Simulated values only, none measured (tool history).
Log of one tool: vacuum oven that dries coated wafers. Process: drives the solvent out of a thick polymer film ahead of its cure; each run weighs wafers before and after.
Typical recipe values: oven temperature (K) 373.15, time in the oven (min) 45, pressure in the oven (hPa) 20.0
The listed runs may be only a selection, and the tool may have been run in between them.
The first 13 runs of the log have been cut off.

run,hour,oven temperature (K),time in the oven (min),pressure in the oven (hPa),solvent left in the film (%)
14,691.4,373.15,45,17.9,1.94
15,756.6,373.15,45,17.9,1.95
16,819.2,373.15,45,17.9,1.95
17,849.8,373.15,45,17.9,1.88
18,901.2,373.15,47,20.0,2.01
19,933.1,384.15,26,20.0,1.29
20,990.1,384.15,26,20.0,1.27
21,1047.9,373.15,56,27.3,2.23
22,1083.3,373.15,56,27.3,2.29
# hour 1133.6: oven's thermocouples calibrated
23,1137.7,373.15,56,27.3,2.03
24,1195.6,373.15,56,11.5,1.05
25,1271.8,373.15,51,31.1,2.41
26,1305.2,373.15,51,31.1,2.44
27,1363.2,373.15,58,17.3,1.42
28,1410.7,386.15,24,38.7,1.87
29,1443.1,386.15,24,38.7,1.84
30,1501.1,386.15,24,38.7,1.92
31,1532.0,361.15,24,22.8,8.40
32,1595.2,359.15,36,20.0,7.25
33,1649.0,359.15,36,20.0,7.32
34,1711.8,373.15,45,22.5,2.21
35,1757.0,385.15,39,17.1,0.77
36,1813.4,361.15,63,74.7,9.03

Predict each of these 5 candidate next runs independently; none follows another, all start after run 36:
A,1849.5,358.15,64,29.4,?
B,1849.5,361.15,33,55.4,?
C,1849.5,361.15,63,29.7,?
D,1849.5,373.15,76,36.6,?
E,1849.5,361.15,64,74.7,?

run,solvent left in the film (%)
A,6.16
B,9.63
C,5.10
D,2.58
E,9.16
Had the tool no hidden state, the same runs would have come out as:
run,solvent left in the film (%)
A,5.94
B,9.42
C,4.90
D,2.49
E,8.93
